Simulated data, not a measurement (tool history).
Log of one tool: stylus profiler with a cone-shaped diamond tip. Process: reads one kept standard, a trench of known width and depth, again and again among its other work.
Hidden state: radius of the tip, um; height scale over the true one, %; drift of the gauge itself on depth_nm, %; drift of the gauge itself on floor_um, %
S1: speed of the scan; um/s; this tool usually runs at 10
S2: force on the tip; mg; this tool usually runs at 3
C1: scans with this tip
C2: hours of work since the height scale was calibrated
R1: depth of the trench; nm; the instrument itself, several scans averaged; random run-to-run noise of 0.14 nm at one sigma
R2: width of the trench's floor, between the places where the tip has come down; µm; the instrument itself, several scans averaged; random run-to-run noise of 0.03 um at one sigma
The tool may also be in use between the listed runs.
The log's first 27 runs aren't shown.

At day 102.442: height scale calibrated on a step standard, once more.
Run 28, day 103.275: usual settings but S1 2 um/s, S2 4.61 mg; C1 14614; C2 9. Result: R1 1012.47 nm, R2 13.7 µm.
Run 29, day 107.267: usual settings but S1 19 um/s, S2 6.29 mg; C1 15054; C2 55. Result: R1 1015.49 nm, R2 13.65 µm.
Run 30, day 110.533: usual settings but S1 13 um/s, S2 3.73 mg; C1 15414; C2 92. Result: R1 1010.79 nm, R2 13.52 µm.
Run 31, day 113.467: usual settings but S1 13 um/s, S2 3.73 mg; C1 15737; C2 125. Result: R1 1010.82 nm, R2 13.47 µm.
Run 32, day 117.775: usual settings but S1 3 um/s, S2 5.16 mg; C1 16211; C2 174. Result: R1 1013.22 nm, R2 13.44 µm.
Run 33, day 122.871: usual settings but S1 8 um/s, S2 8.98 mg; C1 16773; C2 232. Result: R1 1019.11 nm, R2 13.36 µm.
Run 34, day 125.021: usual settings but S1 8 um/s, S2 8.98 mg; C1 17009; C2 256. Result: R1 1019.32 nm, R2 13.33 µm.
Run 35, day 128.35: usual settings but S1 27 um/s, S2 1.62 mg; C1 17376; C2 294. Result: R1 1005.54 nm, R2 13.16 µm.

Here are 4 independent what-if runs from the current tool condition. What would each one return?
At day 129.088: new tip fitted, height scale calibrated.
Run A, day 131.088: usual settings but S2 8.63 mg; C1 220; C2 23. Result: R1 ?, R2 ?.
At day 129.088: new tip fitted, height scale calibrated.
Run B, day 131.088: usual settings but S1 27 um/s, S2 1.78 mg; C1 220; C2 23. Result: R1 ?, R2 ?.
At day 129.088: new tip fitted, height scale calibrated.
Run C, day 131.088: usual settings but S2 7.81 mg; C1 220; C2 23. Result: R1 ?, R2 ?.
At day 129.088: new tip fitted, height scale calibrated.
Run D, day 131.088: usual settings but S1 8 um/s, S2 2.48 mg; C1 220; C2 23. Result: R1 ?, R2 ?.

run       R1     R2
  A   1019.2   16.5
  B  1006.67  16.35
  C  1017.96  16.52
  D  1008.42  16.45
With no hidden state in the tool, these same runs would have given:
run       R1     R2
  A  1019.21  16.51
  B  1006.69  16.37
  C  1017.97  16.53
  D  1008.44  16.47
